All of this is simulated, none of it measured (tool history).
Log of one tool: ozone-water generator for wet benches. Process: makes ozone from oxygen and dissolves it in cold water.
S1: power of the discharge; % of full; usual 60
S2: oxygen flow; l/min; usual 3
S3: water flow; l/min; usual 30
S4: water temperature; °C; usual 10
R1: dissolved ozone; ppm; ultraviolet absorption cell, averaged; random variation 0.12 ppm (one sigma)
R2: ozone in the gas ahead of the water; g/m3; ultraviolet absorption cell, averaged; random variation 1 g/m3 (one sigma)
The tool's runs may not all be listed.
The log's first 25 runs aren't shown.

run    hour  S1    S2  S3  S4    R1     R2
 26  2763.6  60  4.84  30  10  10.8  126.1
 27  2887.9  75  2.88  25  12  13.2  188.8
 28  2985.8  75  2.88  25  12  13.2  187.7
 29  3151.6  75  2.88  25  12  13.1  185.1
     3285.5  -- electrodes of the discharge changed
 30    3289  75  2.88  25  12  15.3  220.5
 31  3431.6  42  2.88  34  12   6.4  131.5
 32  3553.4  46  3.59  34  12   7.1  126.6
 33    3633  46  3.59  19   7  14.4  128.4

3 ways to go on from here, each from the tool as it stands after run 33. What would each give?
  A  3784.2  89  1.71  19   7   ?   ?
  B  3784.2  98     3  30  10   ?   ?
  C  3784.2  60  3.97  30  11   ?   ?

run    R1     R2
  A  20.2  320.4
  B    16  269.9
  C  11.2  153.9
Without the tool's hidden state the same runs would have given:
run    R1     R2
  A  21.4    328
  B  17.2  276.8
  C  11.9  156.5
